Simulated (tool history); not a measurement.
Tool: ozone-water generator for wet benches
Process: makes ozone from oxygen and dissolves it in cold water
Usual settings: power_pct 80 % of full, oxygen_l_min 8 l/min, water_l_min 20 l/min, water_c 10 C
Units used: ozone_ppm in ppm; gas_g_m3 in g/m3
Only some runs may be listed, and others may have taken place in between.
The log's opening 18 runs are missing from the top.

run,hour,power_pct,oxygen_l_min,water_l_min,water_c,hours of work since the electrodes were changed,hours of work since the contactor was cleaned,hours of work since the thermometer was calibrated,ozone_ppm,gas_g_m3
19,1732.4,80,6.06,20,6,2693,967,367,39.1,280.2
20,1816.9,89,6.06,29,6,2757,1031,432,29.5,299.9
21,1905.4,89,6.06,29,6,2825,1098,499,29.8,299.3
22,2024.6,77,7.67,15,16,2915,1189,589,41.5,250.5
23,2139.7,72,7.67,15,7,3002,1276,676,46,242.7
24,2230.3,72,7.67,15,7,3071,1345,745,46.4,241.6
25,2365.9,72,7.61,15,6,3174,1448,848,47.2,242.6
26,2459.1,72,7.61,15,6,3245,1518,919,47.5,240.9
27,2532,67,4.15,15,8,3300,1574,974,37.5,278.2
28,2678.3,56,5.72,20,10,3411,1685,1085,28.3,222.6
29,2812.4,80,8,20,6,3513,1786,1187,40.8,252.3
30,2884.3,51,10.86,29,6,3568,1841,1242,24,169
31,2977.6,82,11.79,14,14,3638,1912,1312,46.1,226.2
32,3072.7,82,11.79,14,14,3710,1984,1384,46,224.9
33,3184.9,80,5.01,28,10,3796,2069,1470,24.9,293.8

4 options for the next run, each taken on its own from the tool as it stands now. Forecast them:
A,3319.2,93,8.84,14,10,3898,2171,1572,?,?
B,3319.2,80,8,20,15,3898,2171,1572,?,?
C,3319.2,82,8,15,13,3898,2171,1572,?,?
D,3319.2,80,5.01,19,10,3898,2171,1572,?,?

run,ozone_ppm,gas_g_m3
A,53.6,267.8
B,35,253.4
C,44.2,257
D,35.4,288.7
Without the tool's hidden state the same runs would have given:
run,ozone_ppm,gas_g_m3
A,58.4,286.5
B,38,269.6
C,47.9,273.7
D,38.3,307.2

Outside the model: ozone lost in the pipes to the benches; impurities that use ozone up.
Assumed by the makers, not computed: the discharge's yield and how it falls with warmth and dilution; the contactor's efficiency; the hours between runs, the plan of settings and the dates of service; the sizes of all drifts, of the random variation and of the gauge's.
